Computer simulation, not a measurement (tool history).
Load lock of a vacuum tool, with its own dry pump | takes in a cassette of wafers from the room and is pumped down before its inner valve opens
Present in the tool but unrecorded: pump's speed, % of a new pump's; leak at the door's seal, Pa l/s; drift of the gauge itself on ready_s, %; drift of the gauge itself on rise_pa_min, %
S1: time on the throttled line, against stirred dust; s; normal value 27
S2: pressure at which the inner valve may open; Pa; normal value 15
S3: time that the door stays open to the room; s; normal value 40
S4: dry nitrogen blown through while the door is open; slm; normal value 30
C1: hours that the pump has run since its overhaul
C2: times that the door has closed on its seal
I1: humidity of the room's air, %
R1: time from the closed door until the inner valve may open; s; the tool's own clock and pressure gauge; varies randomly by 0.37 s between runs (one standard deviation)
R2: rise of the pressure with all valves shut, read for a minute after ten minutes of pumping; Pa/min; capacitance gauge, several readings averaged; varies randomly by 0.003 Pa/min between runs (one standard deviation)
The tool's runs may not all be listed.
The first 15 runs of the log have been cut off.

Run 16, day 81.962: usual settings but S2 11 Pa; C1 1666; C2 6285; I1 43.3. Result: R1 41.1 s, R2 0.042 Pa/min.
Run 17, day 86.054: usual settings but S3 142 s, S4 19 slm; C1 1764; C2 6459; I1 44.7. Result: R1 39.3 s, R2 0.07 Pa/min.
Run 18, day 93.246: usual settings but S1 14 s, S2 20 Pa, S3 91 s, S4 8 slm; C1 1936; C2 6765; I1 48.9. Result: R1 29.2 s, R2 0.078 Pa/min.
Run 19, day 96.85: usual settings but S1 14 s, S2 20 Pa, S3 91 s, S4 8 slm; C1 2023; C2 6918; I1 42.8. Result: R1 28.9 s, R2 0.071 Pa/min.
Run 20, day 102.117: usual settings but S1 14 s, S2 28 Pa, S3 91 s, S4 9 slm; C1 2149; C2 7142; I1 46.4. Result: R1 28.3 s, R2 0.079 Pa/min.
Run 21, day 109.433: usual settings but S2 13 Pa, S3 202 s; C1 2325; C2 7453; I1 47.4. Result: R1 41.3 s, R2 0.074 Pa/min.
Run 22, day 116.638: usual settings but S1 24 s, S2 24 Pa, S3 46 s, S4 15 slm; C1 2498; C2 7760; I1 44.8. Result: R1 36.6 s, R2 0.063 Pa/min.
Run 23, day 121.925: usual settings but S1 24 s, S2 24 Pa, S3 46 s, S4 15 slm; C1 2625; C2 7984; I1 46.3. Result: R1 36.7 s, R2 0.067 Pa/min.
Run 24, day 128.138: usual settings but S1 24 s, S2 23 Pa, S3 199 s, S4 15 slm; C1 2774; C2 8249; I1 43.2. Result: R1 37.5 s, R2 0.087 Pa/min.
Run 25, day 135.346: usual settings but S1 29 s, S2 10 Pa; C1 2947; C2 8555; I1 45.2. Result: R1 43.1 s, R2 0.05 Pa/min.
Run 26, day 139.571: usual settings but S1 34 s; C1 3048; C2 8735; I1 43.5. Result: R1 45.7 s, R2 0.051 Pa/min.
Run 27, day 146.362: usual settings but S3 88 s, S4 21 slm; C1 3211; C2 9024; I1 44. Result: R1 40.4 s, R2 0.07 Pa/min.
Run 28, day 154.296: usual settings but S3 88 s, S4 21 slm; C1 3402; C2 9361; I1 45.5. Result: R1 40.4 s, R2 0.074 Pa/min.
Run 29, day 158.696: usual settings but S3 88 s, S4 21 slm; C1 3507; C2 9548; I1 48.7. Result: R1 40.1 s, R2 0.082 Pa/min.
Run 30, day 165.708: usual settings but S1 43 s, S2 10 Pa, S3 88 s, S4 21 slm; C1 3675; C2 9846; I1 47.7. Result: R1 54.5 s, R2 0.075 Pa/min.
Run 31, day 172.542: usual settings but S1 43 s, S2 14 Pa, S3 88 s, S4 23 slm; C1 3840; C2 10137; I1 44.9. Result: R1 53.9 s, R2 0.074 Pa/min.
Run 32, day 180.054: usual settings but S1 48 s, S2 13 Pa, S3 198 s, S4 8 slm; C1 4020; C2 10456; I1 44.5. Result: R1 57.9 s, R2 0.112 Pa/min.

Here are 3 independent what-if runs from the current tool condition. What would each one return?
Run A, day 183.742: usual settings but S1 48 s, S2 23 Pa, S3 107 s, S4 11 slm; C1 4108; C2 10613; I1 43.9. Result: R1 ?, R2 ?.
Run B, day 183.742: usual settings but S2 19 Pa, S3 42 s, S4 9 slm; C1 4108; C2 10613; I1 45.6. Result: R1 ?, R2 ?.
Run C, day 183.742: usual settings but S1 48 s, S2 13 Pa, S3 198 s, S4 19 slm; C1 4108; C2 10613; I1 41.6. Result: R1 ?, R2 ?.

run    R1     R2
  A  56.8  0.088
  B  40.4  0.072
  C  58.4  0.095
The same runs, with their run-to-run variation unchanged, on a tool lacking any hidden condition would have given:
run    R1     R2
  A  56.5  0.063
  B  39.9  0.046
  C    58  0.069
